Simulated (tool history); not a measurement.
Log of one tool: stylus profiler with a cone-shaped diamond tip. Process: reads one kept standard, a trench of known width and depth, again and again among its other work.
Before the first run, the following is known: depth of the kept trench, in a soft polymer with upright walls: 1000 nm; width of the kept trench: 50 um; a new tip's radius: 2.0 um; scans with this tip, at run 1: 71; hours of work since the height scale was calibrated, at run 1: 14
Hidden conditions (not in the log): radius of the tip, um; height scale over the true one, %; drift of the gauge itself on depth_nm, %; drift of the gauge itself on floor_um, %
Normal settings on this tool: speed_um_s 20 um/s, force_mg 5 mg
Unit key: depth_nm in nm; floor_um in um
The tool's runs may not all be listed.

run    hour  speed_um_s  force_mg  scans with this tip  hours of work since the height scale was calibrated  depth_nm  floor_um
  1       0          20         5                   71                                                   14   1018.73     46.38
  2    73.9           8         5                  320                                                   62   1019.23     46.43
  3   138.5           8         5                  538                                                  103   1019.17     46.38
  4   229.5           8         5                  845                                                  163   1019.75     46.34
  5     292          17         5                 1056                                                  203   1019.65     46.29
  6   343.6          17         5                 1230                                                  237   1019.24     46.24
  7   398.7          17         5                 1416                                                  272   1019.72     46.24
  8   459.7          17         5                 1622                                                  312    1020.3     46.14
      464.5  -- height scale calibrated on a step standard
  9   559.4          17         5                 1957                                                   62   1021.01     46.14
 10   652.1          17         5                 2270                                                  122   1020.83     46.11
      677.7  -- height scale calibrated on a step standard, once more
 11   738.4          17         5                 2559                                                   39    1019.1     46.06
 12   791.6           5         5                 2739                                                   74   1019.19     46.12
 13   844.6           5         5                 2918                                                  108   1019.07     45.99
 14   925.5           5         5                 3191                                                  161   1019.54     45.95
 15   986.2           6      2.54                 3395                                                  200    1013.1     45.93
 16  1063.8          45      3.62                 3657                                                  251   1016.41     45.85
 17  1130.2          20      4.52                 3881                                                  294   1019.06     45.85
 18  1189.6          20      4.52                 4082                                                  332   1018.56     45.81
 19  1233.1          20      4.52                 4228                                                  360    1019.2     45.82
 20  1329.8          16     13.88                 4555                                                  423   1039.25     45.74
 21  1401.1          13     13.88                 4795                                                  469   1039.47      45.7
 22    1489          13     13.88                 5092                                                  526   1039.64     45.73
 23  1583.9          13     13.88                 5412                                                  588   1039.82      45.6
 24  1672.1           6         5                 5710                                                  645   1021.72     45.62

Predict each of these 3 candidate next runs independently; none follows another, all start after run 24:
  A  1775.5           5      3.77                 6059                                                  712         ?         ?
  B  1775.5           5      2.35                 6059                                                  712         ?         ?
  C  1775.5          16     10.43                 6059                                                  712         ?         ?

run  depth_nm  floor_um
  A   1018.24     45.59
  B   1014.08     45.61
  C   1033.75     45.58
Stripped of hidden state, with their random variation kept, the same runs would have yielded:
run  depth_nm  floor_um
  A   1015.53     46.53
  B   1011.38     46.54
  C      1031     46.52
